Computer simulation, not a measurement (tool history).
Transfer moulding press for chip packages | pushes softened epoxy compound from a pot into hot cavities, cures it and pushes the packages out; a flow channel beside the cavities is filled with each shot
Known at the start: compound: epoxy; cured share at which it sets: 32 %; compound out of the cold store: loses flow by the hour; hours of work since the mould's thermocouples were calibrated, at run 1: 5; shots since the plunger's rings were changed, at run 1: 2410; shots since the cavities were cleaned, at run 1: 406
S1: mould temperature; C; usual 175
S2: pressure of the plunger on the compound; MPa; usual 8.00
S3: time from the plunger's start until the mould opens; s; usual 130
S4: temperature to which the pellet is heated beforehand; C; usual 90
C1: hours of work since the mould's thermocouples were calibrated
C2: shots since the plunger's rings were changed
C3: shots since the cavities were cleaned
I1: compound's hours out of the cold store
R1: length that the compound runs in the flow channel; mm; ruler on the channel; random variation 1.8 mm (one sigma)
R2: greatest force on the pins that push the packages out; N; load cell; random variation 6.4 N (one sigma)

run    hour   S1    S2   S3  S4   C1    C2   C3    I1   R1   R2
  1     0.0  175  8.00  130  90    5  2410  406  20.1  523  259
       33.2  -- cavities cleaned with cleaning compound and waxed
  2    52.1  175  8.00  130  90   36  2861  168  13.4  536  271
  3    98.2  175  8.00  130  90   64  3273  580  39.8  479  258
      112.3  -- cavities cleaned with cleaning compound and waxed
  4   125.8  175  8.00  130  90   80  3506  121  24.7  513  244
      167.4  -- plunger's sealing rings changed
  5   182.2  175  8.00  130  90  114   133  602  24.0  515  267
      193.4  -- cavities cleaned with cleaning compound and waxed
  6   226.8  175  8.00  130  90  140   517  298  41.9  477  251
  7   255.4  175  8.00  130  90  157   772  553  35.9  486  249
      269.9  -- cavities cleaned with cleaning compound and waxed
  8   287.9  175  8.00  130  90  177  1050  161  19.8  519  270
  9   320.6  175  8.00  130  90  197  1341  452   9.2  548  257
      347.9  -- cavities cleaned with cleaning compound and waxed
 10   379.4  175  8.00  130  90  232  1852  281  23.1  515  251
 11   410.0  175  8.00  121  90  251  2126  555  42.3  475  286
      425.6  -- cavities cleaned with cleaning compound and waxed
 12   462.3  175  8.00  121  90  282  2579  328  33.6  493  288
      502.2  -- cavities cleaned with cleaning compound and waxed
 13   523.9  175  8.00  121  90  319  3115  193  24.4  513  295
 14   574.5  172  8.00  118  90  350  3566  644   9.3  554  428
      579.0  -- cavities cleaned with cleaning compound and waxed
      612.9  -- plunger's sealing rings changed
 15   625.0  178  8.00  114  87  378   108  388  14.1  529  289
 16   649.6  178  8.00  114  87  393   328  608  41.6  471  258
      661.3  -- cavities cleaned with cleaning compound and waxed
 17   694.7  171  8.63  139  83  420   717  298  16.6  563  305
 18   722.4  171  8.63  117  83  437   964  545  15.0  567  475
      739.9  -- cavities cleaned with cleaning compound and waxed
 19   763.4  175  8.00  130  95  461  1316  209  11.7  541  275
 20   795.5  175  8.00  130  83  481  1603  496  10.1  547  271
      817.3  -- cavities cleaned with cleaning compound and waxed
 21   834.1  175  8.00  130  83  504  1934  150  29.9  503  257
 22   866.0  175  8.00  130  83  523  2218  434  36.3  486  260
      894.6  -- cavities cleaned with cleaning compound and waxed
 23   904.3  179  8.00  130  97  546  2547   87  35.0  486  223
 24   954.4  178  8.00  130  81  577  2994  534  25.0  508  220
      972.8  -- cavities cleaned with cleaning compound and waxed
 25  1003.9  170  8.00  130  90  606  3422  277  39.0  496  343
 26  1038.2  179  8.00  141  86  627  3728  583  40.4  470  198

3 ways to go on from here, each from the tool as it stands after run 26. What would each give?
     1054.2  -- plunger's sealing rings changed
     1055.7  -- cavities cleaned with cleaning compound and waxed
  A  1071.2  173  8.00  141  93  645  139  139  47.5   ?   ?
     1054.2  -- plunger's sealing rings changed
     1055.7  -- cavities cleaned with cleaning compound and waxed
  B  1071.2  179  8.00  141  83  645  139  139  11.8   ?   ?
     1054.2  -- plunger's sealing rings changed
     1055.7  -- cavities cleaned with cleaning compound and waxed
  C  1071.2  175  8.00  133  88  645  139  139  40.4   ?   ?

run   R1   R2
  A  472  238
  B  530  204
  C  480  249
Without the tool's hidden state the same runs would have given:
run   R1   R2
  A  472  237
  B  530  203
  C  480  247
